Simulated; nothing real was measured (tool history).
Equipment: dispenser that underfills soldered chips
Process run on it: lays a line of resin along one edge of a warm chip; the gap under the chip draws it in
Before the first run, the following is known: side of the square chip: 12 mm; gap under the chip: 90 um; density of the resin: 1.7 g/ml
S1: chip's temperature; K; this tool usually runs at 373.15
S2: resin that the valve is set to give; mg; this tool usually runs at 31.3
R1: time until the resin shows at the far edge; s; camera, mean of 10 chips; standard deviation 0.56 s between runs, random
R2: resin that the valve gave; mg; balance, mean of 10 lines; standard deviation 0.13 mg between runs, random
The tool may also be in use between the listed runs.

Run 1, hour 0.0: usual settings. Result: R1 56.3 s, R2 28.35 mg.
Run 2, hour 5.6: usual settings but S1 370.15 K. Result: R1 80.4 s, R2 27.93 mg.
At hour 9.0: new syringe of resin.
Run 3, hour 9.7: usual settings but S1 370.15 K. Result: R1 53.9 s, R2 28.06 mg.
Run 4, hour 14.8: usual settings but S1 370.15 K. Result: R1 68.5 s, R2 28.22 mg.
Run 5, hour 17.6: usual settings but S1 370.15 K. Result: R1 76.5 s, R2 27.81 mg.
At hour 20.6: dispensing valve cleaned and set on the balance.
Run 6, hour 22.2: usual settings but S1 370.15 K. Result: R1 85.9 s, R2 31.49 mg.
At hour 23.5: new syringe of resin.
Run 7, hour 25.3: usual settings but S1 371.15 K. Result: R1 52.6 s, R2 31.30 mg.
Run 8, hour 30.9: usual settings but S1 369.15 K. Result: R1 72.5 s, R2 31.12 mg.

Predict the results of run 9:
Run 9, hour 34.0: usual settings but S1 366.15 K, S2 26.6 mg. Result: R1 ?, R2 ?.

R1: 94.8 s
R2: 26.44 mg
The same run, on a tool lacking any hidden state, would have yielded R1 62.1 s, R2 26.66 mg.
